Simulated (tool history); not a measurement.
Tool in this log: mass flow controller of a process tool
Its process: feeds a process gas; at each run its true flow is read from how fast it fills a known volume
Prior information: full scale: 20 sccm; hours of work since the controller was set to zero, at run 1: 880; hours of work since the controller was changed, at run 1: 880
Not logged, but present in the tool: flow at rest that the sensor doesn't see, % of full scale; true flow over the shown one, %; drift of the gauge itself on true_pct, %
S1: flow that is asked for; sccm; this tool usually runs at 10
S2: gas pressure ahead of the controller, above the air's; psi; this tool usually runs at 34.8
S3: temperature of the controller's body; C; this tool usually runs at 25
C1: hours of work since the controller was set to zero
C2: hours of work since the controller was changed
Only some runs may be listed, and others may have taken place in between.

Run 1, hour 0: usual settings; C1 880; C2 880. Result: true flow (%) 97.64.
Run 2, hour 90.4: usual settings but S2 22.9 psi; C1 941; C2 941. Result: true flow (%) 97.51.
Run 3, hour 194.1: usual settings but S2 22.9 psi; C1 1012; C2 1012. Result: true flow (%) 97.41.
Run 4, hour 346.1: usual settings but S2 22.9 psi; C1 1115; C2 1115. Result: true flow (%) 97.46.
At hour 359.9: controller's zero set anew.
Run 5, hour 412.3: usual settings but S2 22.9 psi; C1 35; C2 1159. Result: true flow (%) 97.24.
Run 6, hour 517.5: usual settings; C1 107; C2 1230. Result: true flow (%) 97.34.
Run 7, hour 603.7: usual settings; C1 165; C2 1289. Result: true flow (%) 97.23.
At hour 664.2: controller's zero set anew, once more.
Run 8, hour 756.6: usual settings but S3 22 C; C1 63; C2 1392. Result: true flow (%) 98.05.
Run 9, hour 843.4: usual settings but S3 22 C; C1 121; C2 1451. Result: true flow (%) 97.83.
Run 10, hour 919.3: usual settings but S3 34 C; C1 173; C2 1502. Result: true flow (%) 96.98.
Run 11, hour 1042.7: usual settings but S1 4 sccm, S2 20.9 psi; C1 256; C2 1585. Result: true flow (%) 96.24.
Run 12, hour 1115.9: usual settings but S1 4 sccm, S2 27 psi, S3 23 C; C1 306; C2 1635. Result: true flow (%) 96.35.
Run 13, hour 1251.5: usual settings but S1 11 sccm, S2 37.1 psi, S3 23 C; C1 398; C2 1727. Result: true flow (%) 97.94.
Run 14, hour 1313.6: usual settings but S1 13 sccm, S2 25.8 psi; C1 440; C2 1769. Result: true flow (%) 97.92.
Run 15, hour 1385.6: usual settings but S1 4 sccm, S3 24 C; C1 488; C2 1818. Result: true flow (%) 96.21.

Results per run with the tool's hidden condition removed, run-to-run variation unchanged:
run  true flow (%)
  1          98.47
  2          98.38
  3          98.32
  4          98.43
  5          98.34
  6          98.48
  7          98.41
  8           98.8
  9          98.61
 10          97.79
 11          97.35
 12           97.5
 13          98.87
 14          98.84
 15          97.57

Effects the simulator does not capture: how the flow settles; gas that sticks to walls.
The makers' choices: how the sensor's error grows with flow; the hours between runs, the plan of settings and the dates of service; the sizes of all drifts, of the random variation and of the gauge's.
